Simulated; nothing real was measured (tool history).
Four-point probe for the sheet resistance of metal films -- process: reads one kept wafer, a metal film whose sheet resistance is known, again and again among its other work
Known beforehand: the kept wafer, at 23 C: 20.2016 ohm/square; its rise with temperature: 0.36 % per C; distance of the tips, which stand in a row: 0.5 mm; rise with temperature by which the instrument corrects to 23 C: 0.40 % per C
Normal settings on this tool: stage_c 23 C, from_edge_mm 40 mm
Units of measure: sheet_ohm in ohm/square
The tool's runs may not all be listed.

run 1 hour=0.0 | stage_c=23 from_edge_mm=40 | sheet_ohm=20.210021
run 2 hour=34.8 | stage_c=23 from_edge_mm=40 | sheet_ohm=20.203460
run 3 hour=60.8 | stage_c=23 from_edge_mm=40 | sheet_ohm=20.198118
run 4 hour=116.2 | stage_c=30 from_edge_mm=40 | sheet_ohm=20.148257
run 5 hour=168.6 | stage_c=30 from_edge_mm=40 | sheet_ohm=20.145389
run 6 hour=193.7 | stage_c=24 from_edge_mm=40 | sheet_ohm=20.206634
run 7 hour=240.7 | stage_c=24 from_edge_mm=40 | sheet_ohm=20.190350
run 8 hour=292.6 | stage_c=24 from_edge_mm=12 | sheet_ohm=20.210554
run 9 hour=319.6 | stage_c=24 from_edge_mm=12 | sheet_ohm=20.216560
run 10 hour=362.3 | stage_c=19 from_edge_mm=19 | sheet_ohm=20.238177
run 11 hour=391.6 | stage_c=35 from_edge_mm=5 | sheet_ohm=20.217052
run 12 hour=443.2 | stage_c=31 from_edge_mm=32 | sheet_ohm=20.140199

Below are 4 alternative next runs, each starting from the tool's condition after run 12. Predict each:
run A hour=470.6 | stage_c=30 from_edge_mm=40 | sheet_ohm=?
run B hour=470.6 | stage_c=31 from_edge_mm=40 | sheet_ohm=?
run C hour=470.6 | stage_c=24 from_edge_mm=40 | sheet_ohm=?
run D hour=470.6 | stage_c=24 from_edge_mm=32 | sheet_ohm=?

run=A sheet_ohm=20.141274
run=B sheet_ohm=20.144380
run=C sheet_ohm=20.191517
run=D sheet_ohm=20.194415
The same runs, with their run-to-run variation unchanged, on a tool lacking any hidden condition would have given:
run=A sheet_ohm=20.142245
run=B sheet_ohm=20.145351
run=C sheet_ohm=20.192491
run=D sheet_ohm=20.195389
